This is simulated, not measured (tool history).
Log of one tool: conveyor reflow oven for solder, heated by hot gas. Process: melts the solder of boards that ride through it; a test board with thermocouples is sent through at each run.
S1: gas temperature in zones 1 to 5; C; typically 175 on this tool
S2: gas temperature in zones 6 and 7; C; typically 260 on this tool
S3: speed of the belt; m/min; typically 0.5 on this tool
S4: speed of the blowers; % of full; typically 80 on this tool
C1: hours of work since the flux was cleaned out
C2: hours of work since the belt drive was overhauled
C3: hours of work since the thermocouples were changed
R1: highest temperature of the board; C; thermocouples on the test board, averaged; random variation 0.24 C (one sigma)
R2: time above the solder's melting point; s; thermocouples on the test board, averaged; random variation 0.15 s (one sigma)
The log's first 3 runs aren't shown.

run	hour	S1	S2	S3	S4	C1	C2	C3	R1	R2
# hour 56.5: flux residue cleaned out of gas plates and filters
4	56.8	175	260	0.451	80	0	579	103	251.5	73.2
5	78.9	175	256	0.5	80	16	595	119	245.1	60
6	102.4	175	260	0.511	80	33	612	135	248.4	61.2
7	124.8	175	260	0.511	80	48	628	151	248.4	60.7
8	142.5	175	260	0.5	80	61	640	164	248.8	63
# hour 155.8: flux residue cleaned out of gas plates and filters, once more
9	172	175	260	0.5	80	12	658	181	250.5	65
10	183.8	176	260	0.5	80	20	666	190	250.2	65.4
11	194.5	175	260	0.599	80	28	674	197	245.5	49.3
12	206.9	175	260	0.5	54	36	682	206	247.2	61.4
13	220	175	260	0.5	80	46	692	215	249.9	65.1
14	236.8	175	260	0.5	80	58	704	227	250	65
15	260.8	175	260	0.5	80	75	721	244	249.8	64.9
16	277.3	175	260	0.5	80	86	732	256	250	64.8
17	291.5	175	260	0.547	66	96	742	266	246.2	54.9
18	306.9	175	260	0.547	66	107	753	277	246.4	54.7
19	328.9	175	269	0.5	55	123	769	293	255.4	67.8
20	347.1	175	269	0.5	55	136	782	306	255.3	67.6
# hour 369.5: belt drive overhauled, speed set with a stopwatch
21	369.5	175	260	0.5	63	149	0	319	247.8	61
22	382.4	175	260	0.523	63	158	9	328	246.4	56.8
23	401	170	255	0.452	70	171	22	341	245.2	65.3
24	413.1	175	260	0.411	75	180	31	350	252	82.1
25	424.7	175	260	0.411	75	188	39	358	252.7	81.5
26	438.6	175	260	0.5	65	198	49	368	247.7	61.2
27	460.6	175	260	0.5	65	214	65	383	247.5	61
28	485	175	262	0.484	67	231	82	401	250.1	66

Estimate the outcome of run 29 from the log above:
29	509.9	175	262	0.484	67	249	100	418	?	?

R1: 250.6 C
R2: 65.5 s
The same run, on a tool lacking any hidden state, would have yielded R1 252.7 C, R2 67.4 s.
